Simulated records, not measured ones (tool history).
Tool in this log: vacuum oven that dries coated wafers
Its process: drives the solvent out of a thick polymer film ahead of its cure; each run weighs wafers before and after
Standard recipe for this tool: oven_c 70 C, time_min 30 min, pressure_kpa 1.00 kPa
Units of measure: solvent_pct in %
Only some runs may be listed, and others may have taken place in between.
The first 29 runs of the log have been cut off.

run	hour	oven_c	time_min	pressure_kpa	solvent_pct
30	1516.9	60	28	1.19	3.47
31	1583.6	57	17	2.80	7.35
32	1639.9	74	30	0.58	0.53
33	1694.8	74	30	0.58	0.49
34	1754.3	74	30	0.58	0.56
35	1794.0	74	30	0.58	0.50
36	1870.3	74	30	0.58	0.52
37	1907.2	74	30	1.53	0.90
38	1952.8	81	30	1.00	0.42
39	2012.7	55	28	1.30	5.43
40	2073.6	55	28	1.30	5.37
41	2119.5	78	38	0.55	0.43
42	2155.6	78	38	0.55	0.44
43	2203.6	70	30	2.65	1.68
44	2266.3	70	23	1.00	1.47

5 ways to go on from here, each from the tool as it stands after run 44. What would each give?
A	2339.1	60	49	1.00	?
B	2339.1	71	30	1.00	?
C	2339.1	60	36	1.10	?
D	2339.1	70	23	1.00	?
E	2339.1	70	19	1.00	?

run	solvent_pct
A	1.81
B	0.91
C	2.58
D	1.52
E	1.89
The same runs, with their run-to-run variation unchanged, on a tool lacking any hidden condition would have given:
run	solvent_pct
A	1.59
B	0.76
C	2.45
D	1.43
E	1.85
